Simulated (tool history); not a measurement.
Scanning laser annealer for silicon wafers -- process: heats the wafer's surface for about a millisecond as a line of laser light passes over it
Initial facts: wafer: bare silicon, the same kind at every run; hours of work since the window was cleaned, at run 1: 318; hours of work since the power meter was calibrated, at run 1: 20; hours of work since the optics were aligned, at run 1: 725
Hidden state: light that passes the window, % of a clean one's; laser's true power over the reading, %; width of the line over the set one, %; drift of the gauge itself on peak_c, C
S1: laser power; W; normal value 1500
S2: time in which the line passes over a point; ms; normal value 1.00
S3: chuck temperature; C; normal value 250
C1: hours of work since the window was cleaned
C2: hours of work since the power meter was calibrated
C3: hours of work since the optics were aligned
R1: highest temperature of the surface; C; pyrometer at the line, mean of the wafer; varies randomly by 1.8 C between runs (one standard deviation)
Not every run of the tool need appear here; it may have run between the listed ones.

{"run": 1, "hour": 0.0, "S1": 1500, "S2": 1.0, "S3": 250, "C1": 318, "C2": 20, "C3": 725, "R1": 991}
{"run": 2, "hour": 15.3, "S1": 1500, "S2": 1.01, "S3": 250, "C1": 328, "C2": 31, "C3": 736, "R1": 996}
{"run": 3, "hour": 44.6, "S1": 1500, "S2": 0.93, "S3": 250, "C1": 348, "C2": 51, "C3": 756, "R1": 971}
{"run": 4, "hour": 57.4, "S1": 1500, "S2": 1.0, "S3": 250, "C1": 357, "C2": 60, "C3": 764, "R1": 995}
{"run": 5, "hour": 78.2, "S1": 1500, "S2": 1.0, "S3": 250, "C1": 371, "C2": 74, "C3": 779, "R1": 992}
{"run": 6, "hour": 100.7, "S1": 1500, "S2": 1.0, "S3": 250, "C1": 387, "C2": 89, "C3": 794, "R1": 992}
{"hour": 109.2, "done": "window over the wafer cleaned"}
{"run": 7, "hour": 129.9, "S1": 1500, "S2": 1.0, "S3": 229, "C1": 14, "C2": 108, "C3": 813, "R1": 973}
{"run": 8, "hour": 144.4, "S1": 1500, "S2": 1.0, "S3": 229, "C1": 24, "C2": 118, "C3": 823, "R1": 973}
{"run": 9, "hour": 162.1, "S1": 1500, "S2": 1.0, "S3": 229, "C1": 36, "C2": 130, "C3": 835, "R1": 974}
{"run": 10, "hour": 184.1, "S1": 1421, "S2": 1.0, "S3": 229, "C1": 51, "C2": 145, "C3": 850, "R1": 925}
{"run": 11, "hour": 207.5, "S1": 1500, "S2": 1.0, "S3": 256, "C1": 68, "C2": 161, "C3": 866, "R1": 1002}
{"run": 12, "hour": 225.6, "S1": 1542, "S2": 0.87, "S3": 219, "C1": 80, "C2": 174, "C3": 879, "R1": 942}
{"run": 13, "hour": 237.6, "S1": 1546, "S2": 1.19, "S3": 250, "C1": 88, "C2": 182, "C3": 887, "R1": 1078}
{"run": 14, "hour": 252.6, "S1": 1462, "S2": 0.93, "S3": 256, "C1": 99, "C2": 192, "C3": 897, "R1": 955}
{"run": 15, "hour": 276.0, "S1": 1462, "S2": 0.93, "S3": 256, "C1": 115, "C2": 208, "C3": 913, "R1": 957}
{"run": 16, "hour": 304.5, "S1": 1462, "S2": 0.93, "S3": 256, "C1": 134, "C2": 228, "C3": 933, "R1": 958}
{"run": 17, "hour": 334.0, "S1": 1462, "S2": 0.85, "S3": 256, "C1": 154, "C2": 248, "C3": 953, "R1": 928}
{"hour": 354.5, "done": "optics aligned, line set to its width"}
{"run": 18, "hour": 364.9, "S1": 1462, "S2": 0.85, "S3": 256, "C1": 172, "C2": 266, "C3": 7, "R1": 931}
{"run": 19, "hour": 385.6, "S1": 1502, "S2": 0.78, "S3": 268, "C1": 186, "C2": 280, "C3": 21, "R1": 939}
{"run": 20, "hour": 405.6, "S1": 1502, "S2": 0.78, "S3": 268, "C1": 200, "C2": 294, "C3": 35, "R1": 942}
{"run": 21, "hour": 418.0, "S1": 1490, "S2": 1.01, "S3": 272, "C1": 209, "C2": 302, "C3": 44, "R1": 1013}

How the hidden state differs across the entries between the runs, from the last listed run before each to the first after it:
Logged between run 6 and run 7: window over the wafer cleaned (hour 109.2)
  light that passes the window, % of a clean one's: 99.97 -> 100
Logged between run 17 and run 18: optics aligned, line set to its width (hour 354.5)
  light that passes the window, % of a clean one's: 99.99 -> 99.98; width of the line over the set one, %: 0.03 -> 0
